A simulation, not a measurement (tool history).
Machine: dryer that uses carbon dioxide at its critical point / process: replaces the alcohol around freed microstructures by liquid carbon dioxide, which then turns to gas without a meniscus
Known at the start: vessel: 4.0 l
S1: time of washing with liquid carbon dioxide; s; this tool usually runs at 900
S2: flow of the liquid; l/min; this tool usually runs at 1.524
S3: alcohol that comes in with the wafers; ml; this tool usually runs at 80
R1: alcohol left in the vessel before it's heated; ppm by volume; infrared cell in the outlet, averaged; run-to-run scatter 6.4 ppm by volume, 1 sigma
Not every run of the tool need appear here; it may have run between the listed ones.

run,day,S1,S2,S3,R1
1,0,900,1.524,80,351
2,0.333,900,1.524,80,356
3,0.554,900,1.524,80,352
4,0.912,900,1.524,80,348
5,1.179,900,1.524,80,344
6,1.583,900,1.524,80,357
7,1.988,900,1.524,80,364
8,2.258,1380,1.32,65,95
9,2.762,1380,0.99,85,402
10,3.096,780,0.99,94,2452
11,3.462,840,1.06,28,528
12,3.762,780,1.52,34,284
13,3.971,900,1.8,80,189

4 ways to go on from here, each from the tool as it stands after run 13. What would each give?
A,4.383,960,1.71,80,?
B,4.383,900,2.24,80,?
C,4.383,900,1.17,20,?
D,4.383,900,1.71,80,?

run,R1
A,182
B,86
C,241
D,234
With the hidden condition removed and each run's random variation left untouched, the same runs would have given:
run,R1
A,113
B,46
C,174
D,152
